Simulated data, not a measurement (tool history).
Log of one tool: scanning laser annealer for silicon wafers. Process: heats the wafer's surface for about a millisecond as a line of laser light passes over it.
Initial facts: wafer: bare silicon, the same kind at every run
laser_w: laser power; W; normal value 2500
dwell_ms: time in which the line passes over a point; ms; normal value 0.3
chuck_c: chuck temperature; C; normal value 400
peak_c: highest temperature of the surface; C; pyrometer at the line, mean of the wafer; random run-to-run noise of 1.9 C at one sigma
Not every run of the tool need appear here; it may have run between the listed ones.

run     day  laser_w  dwell_ms  chuck_c  peak_c
  1       0     2500       0.3      400    1151
  2   2.208     2500       0.3      400    1153
  3   4.475     2500     0.293      400    1138
  4    6.65     2500     0.293      400    1138
  5     8.5     2500     0.293      400    1133
  6   9.604     2500     0.293      400    1139
  7  11.512     2500     0.293      400    1137
  8   12.95     2500     0.293      400    1130
  9  15.171     2500     0.293      400    1128
 10  17.238     2500     0.293      400    1130
 11  18.479     2500     0.332      370    1153
      20.45  -- optics aligned, line set to its width
 12  20.696     2500     0.332      370    1164
 13  22.012     2320     0.232      370     961
 14  24.367     2320     0.232      370     958
 15  25.833     2593       0.3      400    1177
 16  28.146     2500       0.3      422    1167

Measured minus without-hidden-state, run by run (identical run-to-run variation in each term; gauge scatter may differ):
The tool's hidden condition here consists of: light that passes the window, % of a clean one's; laser's true power over the reading, %; width of the line over the set one, %; drift of the gauge itself on peak_c, C.
run  peak_c
  1      -9
  2      -9
  3     -10
  4     -12
  5     -13
  6     -13
  7     -15
  8     -16
  9     -17
 10     -18
 11     -20
 12     -13
 13      -9
 14     -11
 15     -15
 16     -16
